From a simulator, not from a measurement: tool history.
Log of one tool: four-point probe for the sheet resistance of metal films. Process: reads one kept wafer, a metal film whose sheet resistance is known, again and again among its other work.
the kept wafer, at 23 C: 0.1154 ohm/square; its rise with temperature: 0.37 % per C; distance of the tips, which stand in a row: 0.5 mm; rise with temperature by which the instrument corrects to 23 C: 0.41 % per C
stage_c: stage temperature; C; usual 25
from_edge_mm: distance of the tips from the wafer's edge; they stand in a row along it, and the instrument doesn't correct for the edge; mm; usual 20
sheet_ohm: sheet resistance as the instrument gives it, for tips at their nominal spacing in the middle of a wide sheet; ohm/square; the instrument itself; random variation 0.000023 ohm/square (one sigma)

Run 1, day 0.000: usual settings. Result: sheet_ohm 0.115379 ohm/square.
Run 2, day 1.092: usual settings. Result: sheet_ohm 0.115372 ohm/square.
Run 3, day 2.671: usual settings. Result: sheet_ohm 0.115363 ohm/square.
Run 4, day 4.304: usual settings. Result: sheet_ohm 0.115369 ohm/square.
Run 5, day 5.362: usual settings. Result: sheet_ohm 0.115357 ohm/square.
Run 6, day 6.700: usual settings. Result: sheet_ohm 0.115379 ohm/square.
Run 7, day 8.021: usual settings. Result: sheet_ohm 0.115340 ohm/square.
Run 8, day 9.058: usual settings but stage_c 20 C. Result: sheet_ohm 0.115586 ohm/square.
Run 9, day 9.925: usual settings but stage_c 20 C. Result: sheet_ohm 0.115526 ohm/square.
Run 10, day 10.975: usual settings but stage_c 20 C, from_edge_mm 19 mm. Result: sheet_ohm 0.115577 ohm/square.
Run 11, day 12.596: usual settings but stage_c 20 C, from_edge_mm 19 mm. Result: sheet_ohm 0.115527 ohm/square.
Run 12, day 13.550: usual settings but stage_c 21 C. Result: sheet_ohm 0.115518 ohm/square.
Run 13, day 14.392: usual settings but stage_c 21 C. Result: sheet_ohm 0.115454 ohm/square.
Run 14, day 15.925: usual settings but stage_c 21 C. Result: sheet_ohm 0.115465 ohm/square.
Run 15, day 17.312: usual settings but stage_c 31 C. Result: sheet_ohm 0.114976 ohm/square.
Run 16, day 18.433: usual settings but stage_c 31 C. Result: sheet_ohm 0.115017 ohm/square.
Run 17, day 19.938: usual settings but stage_c 31 C. Result: sheet_ohm 0.114999 ohm/square.
Run 18, day 21.217: usual settings but stage_c 31 C, from_edge_mm 14 mm. Result: sheet_ohm 0.115035 ohm/square.
Run 19, day 22.129: usual settings but stage_c 31 C, from_edge_mm 14 mm. Result: sheet_ohm 0.115034 ohm/square.
Run 20, day 23.508: usual settings. Result: sheet_ohm 0.115265 ohm/square.
Run 21, day 24.229: usual settings but stage_c 23 C. Result: sheet_ohm 0.115343 ohm/square.
Run 22, day 25.250: usual settings but stage_c 19 C, from_edge_mm 15 mm. Result: sheet_ohm 0.115491 ohm/square.
Run 23, day 26.558: usual settings but stage_c 19 C, from_edge_mm 15 mm. Result: sheet_ohm 0.115567 ohm/square.
Run 24, day 27.779: usual settings but stage_c 23 C, from_edge_mm 15 mm. Result: sheet_ohm 0.115329 ohm/square.
Run 25, day 29.317: usual settings but stage_c 27 C, from_edge_mm 15 mm. Result: sheet_ohm 0.115174 ohm/square.
Run 26, day 30.017: usual settings but stage_c 22 C, from_edge_mm 35 mm. Result: sheet_ohm 0.115323 ohm/square.
Run 27, day 31.179: usual settings but stage_c 24 C, from_edge_mm 16 mm. Result: sheet_ohm 0.115299 ohm/square.
Run 28, day 32.304: usual settings but stage_c 24 C, from_edge_mm 16 mm. Result: sheet_ohm 0.115250 ohm/square.
Run 29, day 33.950: usual settings but stage_c 31 C, from_edge_mm 21 mm. Result: sheet_ohm 0.114910 ohm/square.
Run 30, day 35.142: usual settings but from_edge_mm 18 mm. Result: sheet_ohm 0.115180 ohm/square.
Run 31, day 35.988: usual settings but stage_c 23 C, from_edge_mm 6 mm. Result: sheet_ohm 0.115682 ohm/square.
Run 32, day 37.158: usual settings but stage_c 23 C, from_edge_mm 6 mm. Result: sheet_ohm 0.115684 ohm/square.
Run 33, day 37.992: usual settings but stage_c 27 C, from_edge_mm 21 mm. Result: sheet_ohm 0.115087 ohm/square.
Run 34, day 38.871: usual settings but stage_c 27 C, from_edge_mm 21 mm. Result: sheet_ohm 0.115034 ohm/square.
Run 35, day 39.721: usual settings but from_edge_mm 74 mm. Result: sheet_ohm 0.115101 ohm/square.
Run 36, day 41.208: usual settings but stage_c 28 C, from_edge_mm 9 mm. Result: sheet_ohm 0.115193 ohm/square.
Run 37, day 42.671: usual settings but stage_c 26 C, from_edge_mm 7 mm. Result: sheet_ohm 0.115377 ohm/square.
Run 38, day 44.208: usual settings but stage_c 26 C, from_edge_mm 7 mm. Result: sheet_ohm 0.115340 ohm/square.
Run 39, day 45.258: usual settings but from_edge_mm 29 mm. Result: sheet_ohm 0.115126 ohm/square.
Run 40, day 46.358: usual settings but stage_c 29 C, from_edge_mm 75 mm. Result: sheet_ohm 0.114893 ohm/square.
Run 41, day 47.479: usual settings but stage_c 29 C, from_edge_mm 75 mm. Result: sheet_ohm 0.114910 ohm/square.

4 ways to go on from here, each from the tool as it stands after run 41. What would each give?
Run A, day 48.650: usual settings but stage_c 20 C, from_edge_mm 6 mm. Result: sheet_ohm ?.
Run B, day 48.650: usual settings but stage_c 29 C, from_edge_mm 12 mm. Result: sheet_ohm ?.
Run C, day 48.650: usual settings but stage_c 23 C, from_edge_mm 75 mm. Result: sheet_ohm ?.
Run D, day 48.650: usual settings but stage_c 29 C, from_edge_mm 7 mm. Result: sheet_ohm ?.

run  sheet_ohm
  A   0.115717
  B   0.114992
  C   0.115173
  D   0.115171
Without the tool's hidden state the same runs would have given:
run  sheet_ohm
  A   0.115979
  B   0.115257
  C   0.115435
  D   0.115436

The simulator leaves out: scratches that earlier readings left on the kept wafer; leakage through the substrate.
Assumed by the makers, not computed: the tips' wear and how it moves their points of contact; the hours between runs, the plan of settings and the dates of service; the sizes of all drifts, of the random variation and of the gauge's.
